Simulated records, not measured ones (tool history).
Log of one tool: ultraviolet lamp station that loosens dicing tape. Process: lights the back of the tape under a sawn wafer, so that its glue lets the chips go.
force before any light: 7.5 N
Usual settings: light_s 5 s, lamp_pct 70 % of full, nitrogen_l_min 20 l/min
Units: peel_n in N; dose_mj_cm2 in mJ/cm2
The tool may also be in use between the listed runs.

| run | hour | light_s | lamp_pct | nitrogen_l_min | peel_n | dose_mj_cm2 |
|---|---|---|---|---|---|---|
| 1 | 0.0 | 5 | 70 | 20 | 0.380 | 484 |
| 2 | 10.8 | 5 | 70 | 20 | 0.382 | 480 |
| 3 | 20.1 | 5 | 70 | 20 | 0.381 | 480 |
| 4 | 28.5 | 5 | 70 | 20 | 0.373 | 482 |
| 5 | 37.0 | 5 | 91 | 20 | 0.230 | 632 |
| 6 | 52.6 | 5 | 87 | 20 | 0.244 | 596 |
| 7 | 60.7 | 5 | 87 | 20 | 0.255 | 591 |
| 8 | 70.5 | 4 | 79 | 20 | 0.489 | 429 |
| 9 | 89.4 | 4 | 79 | 20 | 0.503 | 427 |
| 10 | 106.8 | 6 | 71 | 20 | 0.264 | 572 |
| 11 | 115.5 | 6 | 71 | 20 | 0.255 | 564 |
| 12 | 123.2 | 3 | 66 | 8 | 2.197 | 264 |

Measured less the same run without the tool's hidden state. The same run-to-run variation is in both; the gauge's scatter may not be:
The hidden state here: lamp's light, % of a new lamp's; light that the window lets through, % of a clean one's; drift of the gauge itself on peel_n, %; drift of the gauge itself on dose_mj_cm2, %.
| run | peel_n | dose_mj_cm2 |
|---|---|---|
| 1 | +0.048 | -32 |
| 2 | +0.050 | -34 |
| 3 | +0.053 | -35 |
| 4 | +0.053 | -37 |
| 5 | +0.025 | -49 |
| 6 | +0.031 | -50 |
| 7 | +0.033 | -51 |
| 8 | +0.083 | -38 |
| 9 | +0.090 | -41 |
| 10 | +0.041 | -58 |
| 11 | +0.041 | -58 |
| 12 | +0.262 | -28 |

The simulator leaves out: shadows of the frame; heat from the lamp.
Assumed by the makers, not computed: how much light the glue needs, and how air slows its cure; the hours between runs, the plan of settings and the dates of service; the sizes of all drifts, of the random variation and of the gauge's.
